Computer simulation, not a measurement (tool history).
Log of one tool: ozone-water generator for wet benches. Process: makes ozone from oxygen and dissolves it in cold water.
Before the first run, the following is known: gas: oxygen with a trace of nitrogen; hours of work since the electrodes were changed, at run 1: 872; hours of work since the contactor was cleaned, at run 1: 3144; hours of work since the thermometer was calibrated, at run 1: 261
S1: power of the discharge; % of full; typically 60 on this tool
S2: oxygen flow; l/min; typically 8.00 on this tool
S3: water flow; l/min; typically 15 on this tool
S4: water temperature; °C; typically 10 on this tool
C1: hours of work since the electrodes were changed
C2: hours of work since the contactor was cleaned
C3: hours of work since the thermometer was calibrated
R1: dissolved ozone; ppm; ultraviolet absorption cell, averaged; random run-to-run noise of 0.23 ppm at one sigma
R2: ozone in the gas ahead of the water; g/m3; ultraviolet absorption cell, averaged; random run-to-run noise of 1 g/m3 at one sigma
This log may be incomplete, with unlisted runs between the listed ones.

| run | day | S1 | S2 | S3 | S4 | C1 | C2 | C3 | R1 | R2 |
|---|---|---|---|---|---|---|---|---|---|---|
| 1 | 0.000 | 60 | 8.00 | 15 | 10 | 872 | 3144 | 261 | 34.8 | 180.3 |
| 2 | 3.375 | 60 | 8.00 | 15 | 10 | 947 | 3220 | 337 | 34.7 | 179.0 |
| 3 | 7.217 | 60 | 8.00 | 15 | 10 | 1033 | 3306 | 423 | 35.3 | 178.8 |
| 4 | 11.308 | 60 | 8.00 | 15 | 10 | 1125 | 3397 | 514 | 34.8 | 181.1 |
| 5 | 18.012 | 60 | 8.00 | 15 | 10 | 1275 | 3547 | 664 | 34.7 | 181.1 |
| 6 | 21.433 | 60 | 5.31 | 15 | 10 | 1351 | 3623 | 740 | 33.1 | 206.1 |
| 7 | 26.004 | 60 | 8.00 | 15 | 9 | 1453 | 3726 | 843 | 35.5 | 179.5 |
| 8 | 30.188 | 60 | 8.00 | 15 | 9 | 1547 | 3819 | 936 | 35.7 | 179.1 |
| 9 | 33.900 | 60 | 8.00 | 15 | 9 | 1630 | 3902 | 1019 | 35.3 | 179.2 |
| 10 | 41.075 | 60 | 8.00 | 15 | 9 | 1790 | 4062 | 1179 | 35.7 | 180.1 |
| 11 | 46.438 | 60 | 8.00 | 12 | 10 | 1910 | 4182 | 1299 | 39.8 | 181.6 |
| 12 | 52.667 | 60 | 8.00 | 12 | 7 | 2049 | 4321 | 1438 | 42.1 | 182.1 |
| 13 | 59.338 | 46 | 8.00 | 12 | 7 | 2198 | 4471 | 1588 | 33.3 | 144.0 |
| 14 | 64.138 | 46 | 8.00 | 12 | 7 | 2306 | 4578 | 1695 | 33.7 | 145.5 |
| 15 | 68.471 | 46 | 8.00 | 15 | 10 | 2402 | 4675 | 1792 | 27.6 | 144.9 |
| 16 | 75.704 | 60 | 8.00 | 15 | 10 | 2564 | 4836 | 1953 | 35.0 | 177.6 |
| 17 | 81.188 | 60 | 8.00 | 15 | 10 | 2687 | 4959 | 2076 | 34.8 | 176.6 |
| 18 | 84.554 | 60 | 8.00 | 15 | 10 | 2762 | 5034 | 2151 | 35.0 | 179.1 |
| 19 | 91.125 | 86 | 11.06 | 15 | 10 | 2909 | 5181 | 2298 | 47.8 | 217.1 |
| 20 | 96.225 | 64 | 11.06 | 15 | 10 | 3023 | 5295 | 2412 | 37.5 | 170.7 |
| 21 | 102.183 | 69 | 11.06 | 22 | 10 | 3156 | 5428 | 2545 | 31.3 | 179.2 |
| 22 | 109.642 | 45 | 13.33 | 22 | 10 | 3323 | 5595 | 2712 | 22.5 | 119.1 |
|  | 114.792 | contactor cleaned |
| 23 | 114.833 | 68 | 5.71 | 15 | 12 | 3435 | 1 | 2824 | 36.1 | 222.5 |
|  | 116.500 | water thermometer calibrated |
| 24 | 121.267 | 68 | 5.71 | 15 | 12 | 3578 | 144 | 107 | 35.5 | 224.3 |
| 25 | 127.446 | 75 | 12.55 | 12 | 12 | 3716 | 282 | 245 | 45.1 | 185.3 |

What does the tool deliver on the next run?
| 26 | 134.679 | 98 | 8.00 | 13 | 9 | 3878 | 444 | 406 | ? | ? |

R1: 57.9 ppm
R2: 267.9 g/m3
Were there no unlogged condition in the tool, this run, its random variation unchanged, would have produced R1 58.1 ppm, R2 268.5 g/m3.
